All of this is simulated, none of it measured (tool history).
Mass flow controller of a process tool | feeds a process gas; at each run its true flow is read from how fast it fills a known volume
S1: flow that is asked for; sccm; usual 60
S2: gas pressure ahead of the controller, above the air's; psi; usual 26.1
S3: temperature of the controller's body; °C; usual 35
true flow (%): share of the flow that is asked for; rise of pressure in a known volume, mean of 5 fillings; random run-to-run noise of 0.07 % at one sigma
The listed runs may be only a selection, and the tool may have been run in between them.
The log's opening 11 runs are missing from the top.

{"run": 12, "day": 41.738, "S1": 60, "S2": 26.1, "S3": 35, "true flow (%)": 99.71}
{"run": 13, "day": 44.038, "S1": 60, "S2": 26.1, "S3": 23, "true flow (%)": 101.07}
{"run": 14, "day": 49.171, "S1": 60, "S2": 26.1, "S3": 20, "true flow (%)": 101.47}
{"run": 15, "day": 54.138, "S1": 60, "S2": 26.1, "S3": 20, "true flow (%)": 101.37}
{"run": 16, "day": 59.517, "S1": 60, "S2": 26.1, "S3": 26, "true flow (%)": 100.84}
{"run": 17, "day": 63.329, "S1": 60, "S2": 26.1, "S3": 26, "true flow (%)": 100.91}
{"run": 18, "day": 66.221, "S1": 60, "S2": 26.1, "S3": 26, "true flow (%)": 100.84}
{"run": 19, "day": 71.288, "S1": 60, "S2": 26.1, "S3": 35, "true flow (%)": 100.11}
{"run": 20, "day": 74.075, "S1": 60, "S2": 26.1, "S3": 35, "true flow (%)": 100.09}
{"run": 21, "day": 79.512, "S1": 60, "S2": 21.8, "S3": 35, "true flow (%)": 100.23}
{"run": 22, "day": 84.625, "S1": 60, "S2": 21.8, "S3": 35, "true flow (%)": 100.31}
{"run": 23, "day": 87.296, "S1": 33, "S2": 37.3, "S3": 26, "true flow (%)": 100.7}
{"run": 24, "day": 90.546, "S1": 58, "S2": 26.5, "S3": 29, "true flow (%)": 100.75}
{"run": 25, "day": 95.938, "S1": 58, "S2": 26.5, "S3": 29, "true flow (%)": 100.88}
{"run": 26, "day": 101.321, "S1": 58, "S2": 30.3, "S3": 39, "true flow (%)": 99.75}
{"run": 27, "day": 106.0, "S1": 58, "S2": 30.3, "S3": 39, "true flow (%)": 99.71}
{"run": 28, "day": 109.196, "S1": 16, "S2": 31, "S3": 34, "true flow (%)": 101.52}
{"run": 29, "day": 112.371, "S1": 71, "S2": 33.4, "S3": 21, "true flow (%)": 101.47}

The next listed run, before its measurement:
{"day": 112.917, "done": "controller's zero set anew"}
{"run": 30, "day": 116.808, "S1": 10, "S2": 21.5, "S3": 31, "true flow (%)": "?"}

For run 30 the tool returned true flow (%) 105.37.
On a tool with no hidden condition, and with the same random variation, this run would have come out at true flow (%) 99.03.
